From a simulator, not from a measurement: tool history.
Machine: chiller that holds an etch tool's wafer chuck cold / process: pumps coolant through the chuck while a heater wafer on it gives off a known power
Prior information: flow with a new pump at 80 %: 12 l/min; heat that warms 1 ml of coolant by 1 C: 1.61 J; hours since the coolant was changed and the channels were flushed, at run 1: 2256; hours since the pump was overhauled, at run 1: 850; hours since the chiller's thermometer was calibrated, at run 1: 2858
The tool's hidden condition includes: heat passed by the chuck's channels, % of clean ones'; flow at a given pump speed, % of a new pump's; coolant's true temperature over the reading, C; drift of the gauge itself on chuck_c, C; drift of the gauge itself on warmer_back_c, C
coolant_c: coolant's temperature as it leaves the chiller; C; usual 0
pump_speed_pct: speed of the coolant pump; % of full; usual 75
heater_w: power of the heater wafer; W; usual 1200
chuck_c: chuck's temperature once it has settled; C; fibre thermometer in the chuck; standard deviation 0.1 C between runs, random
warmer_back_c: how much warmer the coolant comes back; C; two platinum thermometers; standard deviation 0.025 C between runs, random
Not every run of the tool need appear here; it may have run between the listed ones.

run,hour,coolant_c,pump_speed_pct,heater_w,hours since the coolant was changed and the channels were flushed,hours since the pump was overhauled,hours since the chiller's thermometer was calibrated,chuck_c,warmer_back_c
1,0.0,0,75,1200,2256,850,2858,8.4,3.99
2,13.6,0,75,1383,2269,864,2872,9.5,4.59
# hour 32.9: chiller's thermometer calibrated
3,38.1,0,75,1383,2293,887,5,9.6,4.56
4,59.1,5,75,1200,2314,908,26,13.4,4.06
5,76.7,5,75,1200,2331,926,44,13.1,4.02
6,102.3,5,75,1561,2357,952,69,15.8,5.22
7,120.3,5,75,1561,2375,970,87,15.8,5.30
8,139.8,5,75,1561,2395,989,107,15.7,5.28
9,151.9,-6,75,1200,2407,1001,119,2.4,4.11
10,169.2,-6,82,1200,2424,1018,136,1.6,3.75
11,195.4,-6,82,1200,2450,1045,162,1.8,3.73
12,225.0,-2,69,1191,2480,1074,192,6.8,4.48
13,244.3,-2,75,914,2499,1094,211,4.3,3.17
14,264.5,-2,64,1226,2519,1114,232,7.6,5.01
15,288.7,-8,87,1226,2543,1138,256,-0.6,3.59
16,317.3,1,85,1226,2572,1167,284,8.7,3.73
17,340.9,0,80,1160,2596,1190,308,7.7,3.77

4 options for the next run, each taken on its own from the tool as it stands now. Forecast them:
A,358.8,-2,73,1160,2614,1208,326,?,?
B,358.8,4,75,1328,2614,1208,326,?,?
C,358.8,-1,75,1200,2614,1208,326,?,?
D,358.8,0,80,1066,2614,1208,326,?,?

run,chuck_c,warmer_back_c
A,6.1,4.15
B,13.0,4.65
C,7.3,4.15
D,6.9,3.48
The same runs, with their run-to-run variation unchanged, on a tool lacking any hidden condition would have given:
run,chuck_c,warmer_back_c
A,6.1,3.96
B,13.0,4.46
C,7.3,3.96
D,6.9,3.29
